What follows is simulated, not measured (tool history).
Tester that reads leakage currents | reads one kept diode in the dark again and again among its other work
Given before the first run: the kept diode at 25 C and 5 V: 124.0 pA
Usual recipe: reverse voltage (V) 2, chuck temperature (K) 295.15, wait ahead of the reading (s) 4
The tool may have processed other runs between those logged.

run,hour,reverse voltage (V),chuck temperature (K),wait ahead of the reading (s),current that the tester gives (pA)
1,0,2,295.15,4,60.87
# hour 63.7: probe card cleaned and baked
2,110.1,2,331.15,4,1243.31
3,194.4,2,331.15,4,1244.61
4,257.4,2,331.15,4,1240.25
5,318.1,2,305.15,4,150.83
6,407.2,2,305.15,4,150.62
7,488,2,295.15,4,61.04
8,615.1,2,295.15,0.68,61.54
9,747.7,1.34,299.15,1.8,72.78
10,868.9,1.34,299.15,1.8,73.19
11,995.4,7.04,296.15,0.34,128.95
12,1084,1.77,307.15,6.62,170.18

Expected results for the next run?
13,1180.4,1.77,307.15,6.62,?

{"run 13": {"current that the tester gives (pA)": 170.3}}
Take away the tool's hidden state, keep the run-to-run variation as it was, and the same run would have given current that the tester gives (pA) 170.24.
